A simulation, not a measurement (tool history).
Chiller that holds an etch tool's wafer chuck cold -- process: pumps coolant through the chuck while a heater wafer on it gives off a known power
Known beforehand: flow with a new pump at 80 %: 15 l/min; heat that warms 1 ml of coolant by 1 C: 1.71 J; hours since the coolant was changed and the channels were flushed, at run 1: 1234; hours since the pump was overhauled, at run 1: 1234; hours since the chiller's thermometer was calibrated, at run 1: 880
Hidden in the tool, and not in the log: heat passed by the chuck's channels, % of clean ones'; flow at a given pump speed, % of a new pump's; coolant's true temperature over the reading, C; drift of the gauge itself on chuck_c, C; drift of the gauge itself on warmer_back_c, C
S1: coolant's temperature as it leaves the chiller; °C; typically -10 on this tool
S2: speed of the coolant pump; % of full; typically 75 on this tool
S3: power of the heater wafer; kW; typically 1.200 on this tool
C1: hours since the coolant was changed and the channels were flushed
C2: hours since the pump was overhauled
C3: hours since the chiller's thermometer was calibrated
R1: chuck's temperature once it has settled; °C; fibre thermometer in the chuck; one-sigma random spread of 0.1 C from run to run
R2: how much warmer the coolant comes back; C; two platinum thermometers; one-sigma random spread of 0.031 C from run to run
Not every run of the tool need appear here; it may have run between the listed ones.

run    hour   S1   S2     S3    C1    C2    C3    R1    R2
  1     0.0  -10   75  1.200  1234  1234   880   3.6  3.11
  2   132.6  -10   75  1.200  1366  1366  1013   3.7  3.10
  3   288.8  -10   75  1.200  1522  1522  1169   3.9  3.10
  4   405.0  -10   75  1.533  1639  1639  1285   7.9  3.96
  5   515.9   -2   75  1.200  1750  1750  1396  12.1  3.15
  6   674.5  -10  100  1.200  1908  1908  1555   1.5  2.27
  7   834.9  -10  100  1.200  2069  2069  1715   1.6  2.20
  8   968.8  -10  100  1.200  2202  2202  1849   1.8  2.26
  9  1052.1  -10  100  0.999  2286  2286  1932  -0.2  1.88
 10  1155.3  -10   75  1.200  2389  2389  2036   4.7  3.12
 11  1268.0  -10   75  1.200  2502  2502  2148   4.8  3.14
 12  1368.7  -10   75  1.200  2602  2602  2249   4.9  3.16
 13  1509.2  -10   75  0.728  2743  2743  2390  -0.9  1.92
 14  1671.2  -10   75  0.728  2905  2905  2552  -0.7  1.90
 15  1777.8  -16   75  1.200  3011  3011  2658  -0.6  3.10
 16  1919.0   -1   75  1.200  3153  3153  2799  14.3  3.11
 17  1990.0   -1   75  1.200  3224  3224  2870  14.6  3.15
 18  2117.5   -6   75  0.864  3351  3351  2998   5.3  2.29
 19  2238.9   -8   76  1.146  3473  3473  3119   6.9  2.97
     2285.2  -- chiller's thermometer calibrated
 20  2375.7   -4   74  0.946  3608  3608    90   8.5  2.54
 21  2457.7   -4   74  0.946  3690  3690   173   8.5  2.56
 22  2554.2  -10   75  0.960  3787  3787   269   2.6  2.55
 23  2699.3  -10   93  1.675  3932  3932   414   8.7  3.55
 24  2787.0  -10   86  0.737  4020  4020   502  -1.1  1.68
 25  2920.9  -18   62  0.608  4154  4154   636  -8.5  2.04
 26  3047.7   -2   70  0.981  4280  4280   763  11.9  2.87
 27  3166.1   -2   70  0.981  4399  4399   881  12.2  2.88
 28  3316.6   -2   70  0.981  4549  4549  1031  12.2  2.94
 29  3399.7   -2   70  0.981  4632  4632  1115  12.4  2.90
 30  3541.3  -15   62  0.981  4774  4774  1256   0.9  3.32
 31  3702.6   -4   96  1.725  4935  4935  1417  16.1  3.59
 32  3857.6  -17   75  1.005  5090  5090  1572  -2.4  2.70

For some of the steps in R1 from one run to the next: how much would appear even if the tool had no hidden state, given the settings, what came in and random variation, and how much remains for the hidden state plus any gauge scatter that the measured result and the result without hidden state don't share?
Run 22 -> 23: S2 75 -> 93, S3 0.960 -> 1.675. R1 +6.1 °C: hidden state +1.2, all else +4.9.
Run 23 -> 24: S2 93 -> 86, S3 1.675 -> 0.737. R1 -9.8 °C: hidden state -1.7, all else -8.1.
Run 25 -> 26: S1 -18 -> -2, S2 62 -> 70, S3 0.608 -> 0.981. R1 +20.4 °C: hidden state +0.9, all else +19.5.
Run 30 -> 31: S1 -15 -> -4, S2 62 -> 96, S3 0.981 -> 1.725. R1 +15.2 °C: hidden state +1.2, all else +14.0.
Run 31 -> 32: S1 -4 -> -17, S2 96 -> 75, S3 1.725 -> 1.005. R1 -18.5 °C: hidden state -1.3, all else -17.2.
